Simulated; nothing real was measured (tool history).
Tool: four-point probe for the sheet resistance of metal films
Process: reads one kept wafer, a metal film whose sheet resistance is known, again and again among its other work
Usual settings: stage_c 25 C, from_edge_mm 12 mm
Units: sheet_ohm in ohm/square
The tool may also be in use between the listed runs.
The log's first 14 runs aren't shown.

Run 15, hour 1308.2: usual settings but stage_c 20 C. Result: sheet_ohm 8.384718 ohm/square.
Run 16, hour 1432.6: usual settings. Result: sheet_ohm 8.373796 ohm/square.
Run 17, hour 1515.2: usual settings. Result: sheet_ohm 8.377723 ohm/square.
Run 18, hour 1605.2: usual settings but stage_c 27 C, from_edge_mm 15 mm. Result: sheet_ohm 8.371886 ohm/square.
Run 19, hour 1698.6: usual settings but stage_c 31 C, from_edge_mm 61 mm. Result: sheet_ohm 8.358083 ohm/square.
Run 20, hour 1780.2: usual settings but stage_c 31 C, from_edge_mm 61 mm. Result: sheet_ohm 8.363648 ohm/square.
Run 21, hour 1899.8: usual settings but stage_c 22 C. Result: sheet_ohm 8.388225 ohm/square.
At hour 1906.8: stage's thermometer calibrated.
Run 22, hour 1956.1: usual settings but stage_c 29 C, from_edge_mm 57 mm. Result: sheet_ohm 8.360989 ohm/square.
Run 23, hour 2044.1: usual settings but stage_c 27 C, from_edge_mm 57 mm. Result: sheet_ohm 8.365332 ohm/square.
Run 24, hour 2162.2: usual settings but stage_c 26 C, from_edge_mm 57 mm. Result: sheet_ohm 8.366501 ohm/square.
Run 25, hour 2278.7: usual settings but stage_c 26 C, from_edge_mm 57 mm. Result: sheet_ohm 8.369459 ohm/square.
At hour 2320.1: stage's thermometer calibrated, once more.
Run 26, hour 2340.4: usual settings but stage_c 21 C, from_edge_mm 30 mm. Result: sheet_ohm 8.407333 ohm/square.
Run 27, hour 2468.5: usual settings but stage_c 30 C, from_edge_mm 27 mm. Result: sheet_ohm 8.387313 ohm/square.
Run 28, hour 2557.8: usual settings but stage_c 23 C, from_edge_mm 32 mm. Result: sheet_ohm 8.405124 ohm/square.
Run 29, hour 2653.9: usual settings but stage_c 24 C, from_edge_mm 3 mm. Result: sheet_ohm 8.528348 ohm/square.
Run 30, hour 2715.6: usual settings but stage_c 24 C, from_edge_mm 3 mm. Result: sheet_ohm 8.530035 ohm/square.
Run 31, hour 2839.2: usual settings but stage_c 22 C, from_edge_mm 30 mm. Result: sheet_ohm 8.416405 ohm/square.
At hour 2847.9: new probe head fitted.
Run 32, hour 2944.4: usual settings but stage_c 22 C, from_edge_mm 30 mm. Result: sheet_ohm 8.314903 ohm/square.
Run 33, hour 3001.3: usual settings but stage_c 22 C, from_edge_mm 30 mm. Result: sheet_ohm 8.316537 ohm/square.
Run 34, hour 3108.6: usual settings but stage_c 22 C, from_edge_mm 49 mm. Result: sheet_ohm 8.315872 ohm/square.

Forecast each of these 4 alternatives for the next run:
Run A, hour 3168.8: usual settings but stage_c 27 C, from_edge_mm 28 mm. Result: sheet_ohm ?.
Run B, hour 3168.8: usual settings but stage_c 27 C, from_edge_mm 24 mm. Result: sheet_ohm ?.
Run C, hour 3168.8: usual settings but stage_c 27 C. Result: sheet_ohm ?.
Run D, hour 3168.8: usual settings but stage_c 33 C, from_edge_mm 5 mm. Result: sheet_ohm ?.

run  sheet_ohm
  A   8.306742
  B   8.306718
  C   8.313234
  D   8.335345
Without the tool's hidden state the same runs would have given:
run  sheet_ohm
  A   8.347832
  B   8.347808
  C   8.354354
  D   8.376466

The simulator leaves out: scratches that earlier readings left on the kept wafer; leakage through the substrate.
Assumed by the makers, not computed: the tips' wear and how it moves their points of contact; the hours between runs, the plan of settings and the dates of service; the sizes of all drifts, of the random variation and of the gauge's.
